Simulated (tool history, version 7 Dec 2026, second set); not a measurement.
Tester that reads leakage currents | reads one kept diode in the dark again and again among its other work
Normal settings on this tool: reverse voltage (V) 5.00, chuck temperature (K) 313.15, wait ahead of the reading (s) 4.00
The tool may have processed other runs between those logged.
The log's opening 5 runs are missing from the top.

| run | hour | reverse voltage (V) | chuck temperature (K) | wait ahead of the reading (s) | hours of work since the probe card was cleaned | hours of work since the tester was calibrated | hours of work since the chuck was calibrated | current that the tester gives (pA) |
|---|---|---|---|---|---|---|---|---|
| 6 | 578.0 | 5.00 | 332.15 | 4.00 | 2681 | 283 | 631 | 561.23 |
| 7 | 641.5 | 5.00 | 332.15 | 4.00 | 2710 | 312 | 659 | 561.67 |
| 8 | 734.6 | 5.00 | 311.15 | 4.00 | 2752 | 354 | 701 | 138.24 |
| 9 | 872.2 | 5.00 | 294.15 | 4.00 | 2814 | 416 | 763 | 39.25 |
|  | 933.9 | probe card cleaned and baked |
| 10 | 980.3 | 5.00 | 294.15 | 4.00 | 21 | 463 | 810 | 39.13 |
| 11 | 1103.0 | 5.00 | 294.15 | 4.00 | 76 | 519 | 866 | 38.99 |
| 12 | 1220.2 | 5.00 | 294.15 | 4.00 | 129 | 571 | 918 | 39.13 |
| 13 | 1310.7 | 5.00 | 294.15 | 3.59 | 170 | 612 | 959 | 39.05 |
| 14 | 1390.2 | 5.00 | 294.15 | 3.59 | 205 | 648 | 995 | 39.29 |
| 15 | 1505.5 | 3.59 | 313.15 | 4.00 | 257 | 700 | 1047 | 135.06 |
| 16 | 1623.4 | 3.59 | 313.15 | 4.00 | 310 | 753 | 1100 | 135.23 |
| 17 | 1735.8 | 3.59 | 313.15 | 4.00 | 361 | 803 | 1151 | 134.62 |
| 18 | 1850.1 | 3.59 | 313.15 | 4.00 | 413 | 855 | 1202 | 135.04 |
| 19 | 1917.4 | 3.59 | 313.15 | 4.00 | 443 | 885 | 1232 | 134.83 |
| 20 | 1986.1 | 3.59 | 313.15 | 4.00 | 474 | 916 | 1263 | 134.60 |
| 21 | 2044.0 | 5.00 | 314.15 | 0.83 | 500 | 942 | 1289 | 172.09 |
| 22 | 2179.1 | 5.00 | 319.15 | 0.83 | 561 | 1003 | 1350 | 242.43 |
| 23 | 2261.7 | 5.00 | 294.15 | 0.83 | 598 | 1040 | 1387 | 40.09 |
| 24 | 2319.0 | 5.00 | 322.15 | 4.00 | 624 | 1066 | 1413 | 294.86 |
| 25 | 2450.7 | 5.00 | 322.15 | 4.00 | 683 | 1125 | 1473 | 294.54 |
| 26 | 2547.9 | 5.00 | 322.15 | 4.00 | 727 | 1169 | 1516 | 294.18 |
| 27 | 2663.9 | 1.69 | 332.15 | 2.23 | 779 | 1221 | 1568 | 323.15 |
|  | 2782.4 | chuck's temperature calibrated |
| 28 | 2799.0 | 2.71 | 332.15 | 4.22 | 839 | 1281 | 7 | 411.10 |

Forecast run 29:
| 29 | 2911.7 | 15.53 | 294.15 | 2.31 | 890 | 1332 | 58 | ? |

current that the tester gives (pA): 71.18
Had the tool carried no hidden state, the very same run would have given current that the tester gives (pA) 71.12.

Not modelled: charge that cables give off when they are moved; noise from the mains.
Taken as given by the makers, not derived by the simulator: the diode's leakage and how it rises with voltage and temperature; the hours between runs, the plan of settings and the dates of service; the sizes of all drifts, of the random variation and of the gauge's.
